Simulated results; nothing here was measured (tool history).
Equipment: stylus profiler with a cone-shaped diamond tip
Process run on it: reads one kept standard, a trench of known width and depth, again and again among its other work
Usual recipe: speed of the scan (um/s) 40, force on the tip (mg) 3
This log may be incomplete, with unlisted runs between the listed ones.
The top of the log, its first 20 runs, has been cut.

run,hour,speed of the scan (um/s),force on the tip (mg),scans with this tip,hours of work since the height scale was calibrated,depth of the trench (Å),width of the trench's floor (µm)
21,243.1,40,3,1911,243,5054.7,26.93
22,256.7,41,2.71,1992,253,5052,26.92
23,270.5,41,2.71,2074,264,5051.3,26.94
24,286.8,60,1.28,2171,276,5032.5,26.68
25,304.9,60,1.28,2279,290,5032.6,26.68
26,318.3,60,1.28,2359,300,5033.4,26.66
27,334.6,71,5.78,2456,312,5084.7,26.89
28,349.7,71,5.78,2546,324,5085.6,26.91
29,359.3,77,1.04,2603,331,5028.2,26.44
30,371.3,12,1.14,2674,340,5029.2,27.02
31,381,40,1.2,2732,347,5031.6,26.81
32,391.6,40,6.88,2795,355,5094.6,26.93
33,402.2,40,6.88,2858,363,5094.9,26.94
34,413.6,40,6.88,2926,372,5095.7,27.01
35,424.5,13,1.56,2991,380,5037.3,27.1
36,435.8,17,8.35,3059,389,5108.3,27.04
37,444.9,44,3,3113,396,5056.3,26.85
38,455.9,39,2.07,3178,404,5044.7,26.88
39,468.3,16,3.9,3252,413,5067.1,27.03
40,480.1,11,3.78,3323,422,5065.2,26.99
41,489,50,3,3376,429,5057,26.84
42,499.6,40,6.38,3439,437,5091.6,26.93

Branching from run 42: 3 alternative next runs. What would each branch give?
A,511.6,40,1.34,3510,446,?,?
B,511.6,83,6.38,3510,446,?,?
C,511.6,15,1.76,3510,446,?,?

run,depth of the trench (Å),width of the trench's floor (µm)
A,5034.2,26.8
B,5091.9,26.79
C,5040.8,26.96
Had the tool no hidden state, the same runs would have come out as:
run,depth of the trench (Å),width of the trench's floor (µm)
A,5030.5,27.08
B,5088.2,27.07
C,5037.1,27.24

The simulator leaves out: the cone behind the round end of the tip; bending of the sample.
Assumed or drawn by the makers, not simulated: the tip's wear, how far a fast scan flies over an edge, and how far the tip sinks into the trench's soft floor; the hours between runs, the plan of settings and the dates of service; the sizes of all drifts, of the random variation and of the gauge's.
